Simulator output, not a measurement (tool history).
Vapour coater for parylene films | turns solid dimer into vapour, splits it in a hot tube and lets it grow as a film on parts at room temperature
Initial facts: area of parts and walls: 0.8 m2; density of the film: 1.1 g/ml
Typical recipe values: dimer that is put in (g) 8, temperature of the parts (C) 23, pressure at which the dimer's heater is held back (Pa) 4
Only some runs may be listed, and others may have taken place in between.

run   hour  dimer that is put in (g)  temperature of the parts (C)  pressure at which the dimer's heater is held back (Pa)  thickness of the film (nm)
  1      0                         8                            23                                                       4                        4750
  2   19.4                         8                            17                                                       4                        6260
  3   32.9                         8                            22                                                       4                        4960
  4   42.8                         8                            22                                                       4                        4910
  5   62.9                        12                            23                                                       4                        7000
  6   77.6                         8                            34                                                       4                        2780
  7   89.3                         8                            34                                                       4                        2780
  8  109.3                         8                            34                                                       4                        2760
     125.6  -- trap's valve overhauled
  9  126.5                         8                            34                                                       4                        3040
 10  135.2                         8                            23                                                       4                        5110
 11  147.7                         8                            23                                                    5.39                        4940
 12  168.2                         8                            23                                                    5.39                        4920
 13  182.1                         8                            23                                                    5.39                        4920
 14  193.5                         8                            23                                                    9.01                        4650
 15  213.7                         8                            23                                                    9.01                        4630
 16  229.6                         8                            23                                                       4                        5030
 17  241.3                         8                            23                                                       4                        5020
 18  251.5                         8                            23                                                       4                        5030
 19  265.6                         8                            26                                                       4                        4350
 20  276.6                         8                            26                                                       4                        4350
 21  295.7                         8                            25                                                       4                        4550
 22  306.3                         8                            25                                                       4                        4520
 23  316.5                         8                            23                                                       4                        4950
 24  325.5                         8                            23                                                       4                        4960
 25  335.5                         8                            23                                                       4                        4930
 26  351.3                         8                            23                                                       4                        4930
 27  370.4                        11                            20                                                       4                        7780
 28  384.2                         8                            23                                                    2.51                        5160
 29  403.4                         8                            23                                                       4                        4900
 30  422.6                         8                            15                                                    2.47                        7460
 31  438.8                         8                            21                                                    2.47                        5590
 32    456                         4                            21                                                    3.96                        2650
 33  474.2                         7                            23                                                       3                        4360
 34  487.7                         7                            18                                                       3                        5480
 35    498                         7                            24                                                       4                        3980
 36  514.8                         4                            32                                                       4                        1570
 37  530.2                         9                            32                                                     6.6                        3340
 38  542.2                         9                            32                                                     6.6                        3340
 39  559.9                        11                            23                                                    4.35                        6470
 40  576.4                         9                            17                                                    3.42                        7200
 41  596.5                         9                            17                                                    3.42                        7150
 42  616.7                         4                            28                                                       4                        1850
 43  634.4                         4                            32                                                    2.14                        1640
     640.9  -- trap's valve overhauled
 44    658                         4                            25                                                   10.97                        2130
 45  670.6                         4                            33                                                   10.97                        1450
 46    683                        13                            16                                                       4                       11710

Some steps in thickness of the film (nm) between neighbouring runs. How much of each would the tool show without its hidden state too (settings, what came in, random variation), and how much is left for the hidden state, with any gauge scatter that isn't in both results?
The tool's hidden condition here consists of: vapour lost through the trap's worn valve, %; true temperature of the parts over the reading, C; drift of the gauge itself on film_um, %.
Run 5 -> 6: dimer that is put in (g) 12 -> 8, temperature of the parts (C) 23 -> 34. thickness of the film (nm) -4220: hidden state +250, all else -4470.
Run 8 -> 9: trap's valve overhauled. thickness of the film (nm) +280: hidden state +300, all else -20.
Run 41 -> 42: dimer that is put in (g) 9 -> 4, temperature of the parts (C) 17 -> 28, pressure at which the dimer's heater is held back (Pa) 3.42 -> 4. thickness of the film (nm) -5300: hidden state +240, all else -5540.
Run 45 -> 46: dimer that is put in (g) 4 -> 13, temperature of the parts (C) 33 -> 16, pressure at which the dimer's heater is held back (Pa) 10.97 -> 4. thickness of the film (nm) +10260: hidden state +460, all else +9800.
